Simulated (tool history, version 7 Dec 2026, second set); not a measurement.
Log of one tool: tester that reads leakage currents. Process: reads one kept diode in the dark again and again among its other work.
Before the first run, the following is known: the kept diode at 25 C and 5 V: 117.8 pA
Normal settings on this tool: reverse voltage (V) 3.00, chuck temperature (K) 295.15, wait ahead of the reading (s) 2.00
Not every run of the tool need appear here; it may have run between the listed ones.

run	hour	reverse voltage (V)	chuck temperature (K)	wait ahead of the reading (s)	current that the tester gives (pA)
1	0.0	3.00	295.15	2.00	86.77
2	41.0	3.00	296.15	2.00	93.43
3	115.3	3.00	296.15	2.00	94.33
4	168.8	3.00	296.15	2.00	95.26
5	211.4	3.00	304.15	2.00	174.25
6	272.2	3.00	304.15	2.00	174.70
7	322.7	3.00	295.15	2.00	75.33
8	359.0	3.00	295.15	2.00	75.55
9	424.8	3.00	295.15	2.00	75.81
10	500.7	3.00	295.15	2.00	76.69
11	555.9	3.00	295.15	2.00	77.38
12	616.0	3.00	295.15	2.00	77.76
13	681.9	3.00	295.15	2.00	77.73
14	743.6	3.00	295.15	2.00	78.42
15	786.5	3.00	295.15	2.00	78.61
16	841.3	3.00	295.15	2.00	79.37
17	918.2	1.87	295.15	2.00	60.03
18	991.1	3.00	295.15	2.00	80.80
19	1066.3	3.00	295.15	2.00	81.44
20	1140.4	3.00	295.15	2.00	81.43
21	1185.0	3.00	295.15	2.00	82.46
22	1256.7	3.00	295.15	2.00	82.48
23	1319.4	3.00	295.15	1.80	83.24
24	1396.8	6.49	310.15	8.43	394.52
25	1441.6	6.49	310.15	8.43	373.93
26	1480.6	13.91	296.15	1.43	199.47
27	1540.7	13.91	296.15	1.43	202.04
28	1616.0	7.87	316.15	3.34	653.96
29	1657.1	7.87	316.15	3.34	659.24
30	1706.4	7.87	316.15	3.34	659.26
31	1767.6	7.87	318.15	3.34	764.24
32	1808.2	7.87	319.15	0.45	826.32
33	1844.1	7.72	333.15	2.83	2055.75
34	1883.4	7.72	333.15	2.83	2080.44
35	1919.0	7.72	301.15	2.29	219.36
36	1967.7	7.72	301.15	2.29	221.94
37	2025.8	3.00	316.15	0.74	387.03
38	2065.6	3.00	316.15	0.74	389.63
39	2125.8	2.94	295.15	5.13	79.89
40	2200.1	2.94	315.15	0.32	361.74
41	2267.8	3.53	306.15	0.32	212.29

Not shown here: 2 entries made in the log between runs. Locate each between two listed runs and compare the hidden state at the listed run before it with the hidden state at the listed run after it:
After run 6, before run 7: chuck's temperature calibrated (hour 295.6)
  stray current of the dirty probe card, pA a volt: 1.693 -> 1.751; current scale over the true one, %: 0.78 -> 0.8; true chuck temperature over the reading, C: 2.26 -> 0.04
  what was measured, less what the result would be without the hidden state, current that the tester gives (pA): +33.23 -> +6.03
After run 24, before run 25: probe card cleaned and baked (hour 1406.2)
  stray current of the dirty probe card, pA a volt: 2.946 -> 0.072; current scale over the true one, %: 1.24 -> 1.25; true chuck temperature over the reading, C: 0.84 -> 0.87
  what was measured, less what the result would be without the hidden state, current that the tester gives (pA): +46.26 -> +28.14

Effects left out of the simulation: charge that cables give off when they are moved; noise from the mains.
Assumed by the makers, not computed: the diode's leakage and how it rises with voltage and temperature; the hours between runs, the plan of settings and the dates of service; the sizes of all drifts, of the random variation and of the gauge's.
